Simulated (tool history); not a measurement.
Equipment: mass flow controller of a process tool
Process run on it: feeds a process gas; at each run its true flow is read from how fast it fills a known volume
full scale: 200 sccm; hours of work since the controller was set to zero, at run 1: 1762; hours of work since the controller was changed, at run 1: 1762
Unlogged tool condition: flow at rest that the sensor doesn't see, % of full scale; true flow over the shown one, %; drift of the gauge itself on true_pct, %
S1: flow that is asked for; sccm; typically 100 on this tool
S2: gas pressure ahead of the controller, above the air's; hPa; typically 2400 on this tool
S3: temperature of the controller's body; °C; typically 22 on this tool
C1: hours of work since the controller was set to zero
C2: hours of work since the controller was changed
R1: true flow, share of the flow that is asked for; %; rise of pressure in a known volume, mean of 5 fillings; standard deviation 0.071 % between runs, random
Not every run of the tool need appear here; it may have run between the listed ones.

run 1 day=0 | S1=100 S2=2400 S3=22 | C1=1762 C2=1762 | R1=99.07
run 2 day=3.496 | S1=100 S2=2400 S3=22 | C1=1793 C2=1793 | R1=99.04
run 3 day=11.425 | S1=100 S2=2400 S3=22 | C1=1864 C2=1864 | R1=98.95
run 4 day=15.088 | S1=161 S2=2400 S3=22 | C1=1896 C2=1896 | R1=99.26
run 5 day=21.954 | S1=161 S2=2400 S3=22 | C1=1958 C2=1958 | R1=99.27
run 6 day=27.583 | S1=161 S2=2400 S3=22 | C1=2008 C2=2008 | R1=99.28
run 7 day=32.35 | S1=161 S2=2400 S3=22 | C1=2050 C2=2050 | R1=99.11
run 8 day=37.062 | S1=161 S2=2400 S3=22 | C1=2092 C2=2092 | R1=99.26
run 9 day=43.121 | S1=161 S2=2400 S3=22 | C1=2146 C2=2146 | R1=99.09
run 10 day=51.225 | S1=38 S2=2140 S3=23 | C1=2219 C2=2219 | R1=98.18
-- day=51.692 controller's zero set anew
run 11 day=55.229 | S1=69 S2=1860 S3=40 | C1=32 C2=2254 | R1=96.64
run 12 day=60.738 | S1=69 S2=1860 S3=40 | C1=81 C2=2303 | R1=96.71
run 13 day=66.946 | S1=35 S2=2700 S3=23 | C1=136 C2=2359 | R1=97.44
run 14 day=74.017 | S1=172 S2=2460 S3=24 | C1=199 C2=2422 | R1=98.8
-- day=76.758 controller's zero set anew, once more
run 15 day=81.862 | S1=172 S2=2460 S3=24 | C1=46 C2=2492 | R1=98.97
run 16 day=88.179 | S1=179 S2=2460 S3=24 | C1=102 C2=2548 | R1=99.06
run 17 day=96.05 | S1=93 S2=2330 S3=20 | C1=172 C2=2618 | R1=99.11

What if the next run were any one of these 4? Each begins from the tool's condition after run 17:
run A day=100.6 | S1=128 S2=2330 S3=23 | C1=213 C2=2659 | R1=?
run B day=100.6 | S1=93 S2=2770 S3=20 | C1=213 C2=2659 | R1=?
run C day=100.6 | S1=39 S2=2330 S3=20 | C1=213 C2=2659 | R1=?
run D day=100.6 | S1=158 S2=2310 S3=26 | C1=213 C2=2659 | R1=?

run=A R1=99.05
run=B R1=99.15
run=C R1=98.78
run=D R1=98.69
What these runs would have given with no unlogged condition in the tool:
run=A R1=100.04
run=B R1=100.19
run=C R1=100.05
run=D R1=99.66
